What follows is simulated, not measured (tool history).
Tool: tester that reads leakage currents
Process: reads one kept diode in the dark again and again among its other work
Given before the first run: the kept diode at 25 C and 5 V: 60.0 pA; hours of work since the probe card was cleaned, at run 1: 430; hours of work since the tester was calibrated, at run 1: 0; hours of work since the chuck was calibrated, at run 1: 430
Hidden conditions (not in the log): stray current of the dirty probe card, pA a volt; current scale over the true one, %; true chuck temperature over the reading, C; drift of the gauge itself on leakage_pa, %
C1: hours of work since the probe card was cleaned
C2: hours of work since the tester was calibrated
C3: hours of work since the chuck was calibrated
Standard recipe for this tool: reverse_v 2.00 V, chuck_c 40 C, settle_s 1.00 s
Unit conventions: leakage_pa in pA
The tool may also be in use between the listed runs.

Run 1, hour 0.0: usual settings; C1 430; C2 0; C3 430. Result: leakage_pa 142.71 pA.
At hour 147.3: chuck's temperature calibrated.
Run 2, hour 147.3: usual settings; C1 524; C2 94; C3 0. Result: leakage_pa 127.99 pA.
Run 3, hour 221.1: usual settings; C1 572; C2 142; C3 48. Result: leakage_pa 129.37 pA.
Run 4, hour 309.7: usual settings; C1 629; C2 199; C3 105. Result: leakage_pa 131.38 pA.
Run 5, hour 375.6: usual settings but settle_s 2.16 s; C1 672; C2 242; C3 148. Result: leakage_pa 132.90 pA.
Run 6, hour 502.3: usual settings; C1 754; C2 324; C3 230. Result: leakage_pa 135.61 pA.
Run 7, hour 591.8: usual settings; C1 811; C2 382; C3 288. Result: leakage_pa 137.59 pA.
Run 8, hour 709.6: usual settings; C1 888; C2 458; C3 364. Result: leakage_pa 140.04 pA.
Run 9, hour 855.9: usual settings; C1 982; C2 553; C3 459. Result: leakage_pa 143.52 pA.
At hour 954.9: chuck's temperature calibrated.
Run 10, hour 980.2: usual settings but settle_s 0.92 s; C1 1062; C2 632; C3 16. Result: leakage_pa 126.94 pA.
Run 11, hour 1044.3: usual settings but reverse_v 6.14 V; C1 1103; C2 673; C3 58. Result: leakage_pa 250.08 pA.
Run 12, hour 1156.2: usual settings but reverse_v 6.14 V; C1 1176; C2 746; C3 130. Result: leakage_pa 255.72 pA.
Run 13, hour 1217.3: usual settings but reverse_v 6.14 V; C1 1215; C2 785; C3 170. Result: leakage_pa 256.98 pA.
Run 14, hour 1296.2: usual settings but settle_s 5.95 s; C1 1266; C2 837; C3 221. Result: leakage_pa 134.38 pA.
Run 15, hour 1415.5: usual settings but reverse_v 10.87 V; C1 1343; C2 914; C3 298. Result: leakage_pa 376.42 pA.
Run 16, hour 1545.8: usual settings but reverse_v 10.87 V; C1 1428; C2 998; C3 382. Result: leakage_pa 385.07 pA.
Run 17, hour 1615.3: usual settings but reverse_v 10.87 V; C1 1473; C2 1043; C3 427. Result: leakage_pa 389.97 pA.
At hour 1625.5: probe card cleaned and baked.
Run 18, hour 1729.0: usual settings but settle_s 7.46 s; C1 67; C2 1115; C3 499. Result: leakage_pa 142.44 pA.
At hour 1772.5: chuck's temperature calibrated.
Run 19, hour 1858.0: usual settings but settle_s 0.60 s; C1 149; C2 1197; C3 55. Result: leakage_pa 127.92 pA.
Run 20, hour 1933.0: usual settings but reverse_v 7.59 V, chuck_c 59 C, settle_s 3.42 s; C1 198; C2 1246; C3 104. Result: leakage_pa 1203.91 pA.
Run 21, hour 2032.7: usual settings but reverse_v 1.61 V, chuck_c 25 C, settle_s 1.99 s; C1 262; C2 1310; C3 168. Result: leakage_pa 32.67 pA.
Run 22, hour 2112.8: usual settings but chuck_c 44 C, settle_s 1.50 s; C1 314; C2 1362; C3 220. Result: leakage_pa 183.34 pA.
Run 23, hour 2223.9: usual settings but reverse_v 16.88 V, chuck_c 59 C, settle_s 5.41 s; C1 386; C2 1434; C3 292. Result: leakage_pa 2021.64 pA.
Run 24, hour 2359.6: usual settings but reverse_v 2.50 V, chuck_c 38 C, settle_s 5.65 s; C1 474; C2 1522; C3 380. Result: leakage_pa 133.86 pA.
Run 25, hour 2445.4: usual settings but reverse_v 2.50 V, chuck_c 38 C, settle_s 5.65 s; C1 529; C2 1577; C3 436. Result: leakage_pa 136.45 pA.
Run 26, hour 2552.2: usual settings but reverse_v 18.58 V, chuck_c 24 C, settle_s 0.31 s; C1 599; C2 1646; C3 505. Result: leakage_pa 165.01 pA.
At hour 2580.0: chuck's temperature calibrated.
Run 27, hour 2648.5: usual settings but reverse_v 4.10 V, settle_s 6.10 s; C1 660; C2 1707; C3 44. Result: leakage_pa 195.49 pA.
Run 28, hour 2765.0: usual settings but reverse_v 4.10 V, settle_s 6.10 s; C1 735; C2 1783; C3 120. Result: leakage_pa 199.22 pA.
Run 29, hour 2855.2: usual settings but reverse_v 14.26 V, chuck_c 30 C, settle_s 2.05 s; C1 793; C2 1841; C3 178. Result: leakage_pa 191.55 pA.
Run 30, hour 2994.6: usual settings but reverse_v 13.82 V, settle_s 0.39 s; C1 884; C2 1931; C3 268. Result: leakage_pa 441.95 pA.
Run 31, hour 3101.6: usual settings but reverse_v 13.82 V, chuck_c 59 C, settle_s 3.22 s; C1 953; C2 2001; C3 338. Result: leakage_pa 1827.65 pA.
Run 32, hour 3232.3: usual settings but reverse_v 13.82 V, chuck_c 59 C, settle_s 3.22 s; C1 1038; C2 2085; C3 422. Result: leakage_pa 1885.13 pA.
Run 33, hour 3297.5: usual settings but reverse_v 1.46 V, chuck_c 20 C, settle_s 3.22 s; C1 1080; C2 2128; C3 464. Result: leakage_pa 22.10 pA.
At hour 3398.4: chuck's temperature calibrated.
Run 34, hour 3412.8: usual settings but reverse_v 1.46 V, chuck_c 20 C, settle_s 3.22 s; C1 1153; C2 2201; C3 9. Result: leakage_pa 18.99 pA.
Run 35, hour 3514.9: usual settings but reverse_v 1.46 V, chuck_c 20 C, settle_s 1.49 s; C1 1219; C2 2267; C3 75. Result: leakage_pa 19.76 pA.
Run 36, hour 3598.3: usual settings but reverse_v 5.20 V, chuck_c 32 C, settle_s 5.03 s; C1 1273; C2 2321; C3 129. Result: leakage_pa 119.48 pA.
Run 37, hour 3722.9: usual settings but reverse_v 5.20 V, chuck_c 26 C, settle_s 0.33 s; C1 1354; C2 2402; C3 210. Result: leakage_pa 79.46 pA.
Run 38, hour 3830.3: usual settings but reverse_v 5.20 V, chuck_c 26 C, settle_s 0.33 s; C1 1423; C2 2471; C3 280. Result: leakage_pa 80.50 pA.

What if the next run were any one of these 4? Each begins from the tool's condition after run 38:
At hour 3890.6: tester calibrated.
At hour 3924.6: probe card cleaned and baked.
Run A, hour 3945.0: usual settings but settle_s 0.79 s; C1 13; C2 33; C3 351. Result: leakage_pa ?.
At hour 3890.6: tester calibrated.
At hour 3924.6: probe card cleaned and baked.
Run B, hour 3945.0: usual settings but reverse_v 10.44 V, chuck_c 48 C, settle_s 0.35 s; C1 13; C2 33; C3 351. Result: leakage_pa ?.
At hour 3890.6: tester calibrated.
At hour 3924.6: probe card cleaned and baked.
Run C, hour 3945.0: usual settings but reverse_v 1.06 V, chuck_c 23 C, settle_s 8.63 s; C1 13; C2 33; C3 351. Result: leakage_pa ?.
At hour 3890.6: tester calibrated.
At hour 3924.6: probe card cleaned and baked.
Run D, hour 3945.0: usual settings but reverse_v 5.20 V, chuck_c 26 C, settle_s 7.34 s; C1 13; C2 33; C3 351. Result: leakage_pa ?.

run  leakage_pa
  A      140.33
  B      706.25
  C       22.55
  D       75.46
Stripped of hidden state, with their random variation kept, the same runs would have yielded:
run  leakage_pa
  A      126.72
  B      641.51
  C       20.11
  D       67.44
